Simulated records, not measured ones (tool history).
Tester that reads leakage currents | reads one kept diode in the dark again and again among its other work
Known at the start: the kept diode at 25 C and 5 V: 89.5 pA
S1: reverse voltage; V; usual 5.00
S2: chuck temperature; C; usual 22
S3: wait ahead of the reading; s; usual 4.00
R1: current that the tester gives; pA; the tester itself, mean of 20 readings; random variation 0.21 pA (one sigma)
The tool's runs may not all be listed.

run 1 hour=0.0 | S1=5.00 S2=22 S3=4.00 | R1=77.10
run 2 hour=42.6 | S1=5.00 S2=22 S3=4.00 | R1=77.37
run 3 hour=92.0 | S1=5.00 S2=22 S3=1.77 | R1=77.78
run 4 hour=194.5 | S1=5.00 S2=32 S3=4.00 | R1=175.80
run 5 hour=273.2 | S1=5.00 S2=25 S3=4.00 | R1=99.79
run 6 hour=338.3 | S1=5.00 S2=22 S3=0.37 | R1=79.88
run 7 hour=404.8 | S1=5.00 S2=28 S3=4.00 | R1=127.91
run 8 hour=452.1 | S1=5.00 S2=22 S3=4.00 | R1=78.67
run 9 hour=509.1 | S1=5.00 S2=22 S3=4.00 | R1=79.08
run 10 hour=578.8 | S1=5.00 S2=22 S3=4.00 | R1=79.14
run 11 hour=629.5 | S1=5.00 S2=22 S3=4.00 | R1=79.25
run 12 hour=733.2 | S1=5.00 S2=22 S3=4.00 | R1=79.61
run 13 hour=836.0 | S1=5.00 S2=22 S3=4.00 | R1=79.76
run 14 hour=935.9 | S1=5.00 S2=22 S3=4.00 | R1=80.12
run 15 hour=1003.0 | S1=5.00 S2=22 S3=4.00 | R1=80.73
run 16 hour=1086.0 | S1=5.00 S2=22 S3=4.00 | R1=81.06
run 17 hour=1167.0 | S1=5.00 S2=22 S3=4.00 | R1=81.35
run 18 hour=1218.4 | S1=5.00 S2=30 S3=4.00 | R1=154.42
run 19 hour=1263.7 | S1=5.00 S2=30 S3=4.00 | R1=154.51
run 20 hour=1331.8 | S1=5.00 S2=30 S3=4.00 | R1=155.25
run 21 hour=1404.0 | S1=4.99 S2=30 S3=3.06 | R1=154.60
run 22 hour=1471.6 | S1=4.99 S2=24 S3=0.43 | R1=98.26
run 23 hour=1548.6 | S1=5.27 S2=45 S3=2.17 | R1=508.29
-- hour=1560.0 chuck's temperature calibrated
run 24 hour=1621.7 | S1=2.11 S2=23 S3=4.99 | R1=50.26
run 25 hour=1706.6 | S1=5.60 S2=31 S3=0.31 | R1=169.42
run 26 hour=1754.8 | S1=5.60 S2=31 S3=0.31 | R1=169.84
run 27 hour=1803.0 | S1=5.60 S2=31 S3=0.31 | R1=171.26
run 28 hour=1870.4 | S1=5.09 S2=48 S3=0.39 | R1=584.05
run 29 hour=1953.2 | S1=11.52 S2=57 S3=4.00 | R1=1755.01
run 30 hour=2005.0 | S1=3.36 S2=22 S3=1.87 | R1=61.44
run 31 hour=2079.6 | S1=5.00 S2=22 S3=4.00 | R1=78.16
run 32 hour=2145.4 | S1=5.00 S2=34 S3=2.96 | R1=200.88
run 33 hour=2197.4 | S1=5.00 S2=45 S3=2.96 | R1=467.52
run 34 hour=2253.6 | S1=5.80 S2=45 S3=1.52 | R1=506.73
run 35 hour=2351.5 | S1=15.54 S2=21 S3=1.52 | R1=149.03
run 36 hour=2441.2 | S1=15.54 S2=21 S3=1.52 | R1=149.11
run 37 hour=2539.2 | S1=17.55 S2=22 S3=3.62 | R1=174.05
run 38 hour=2588.5 | S1=6.44 S2=22 S3=2.60 | R1=93.15
run 39 hour=2630.9 | S1=6.44 S2=39 S3=2.60 | R1=344.20

5 ways to go on from here, each from the tool as it stands after run 39. What would each give?
run A hour=2720.2 | S1=1.12 S2=39 S3=2.60 | R1=?
run B hour=2720.2 | S1=2.18 S2=41 S3=1.25 | R1=?
run C hour=2720.2 | S1=1.61 S2=22 S3=4.00 | R1=?
run D hour=2720.2 | S1=6.19 S2=31 S3=2.60 | R1=?
run E hour=2720.2 | S1=5.00 S2=22 S3=1.09 | R1=?

run=A R1=129.29
run=B R1=218.60
run=C R1=41.02
run=D R1=183.09
run=E R1=80.70
Without the tool's hidden state the same runs would have given:
run=A R1=125.20
run=B R1=211.14
run=C R1=37.20
run=D R1=168.09
run=E R1=69.59

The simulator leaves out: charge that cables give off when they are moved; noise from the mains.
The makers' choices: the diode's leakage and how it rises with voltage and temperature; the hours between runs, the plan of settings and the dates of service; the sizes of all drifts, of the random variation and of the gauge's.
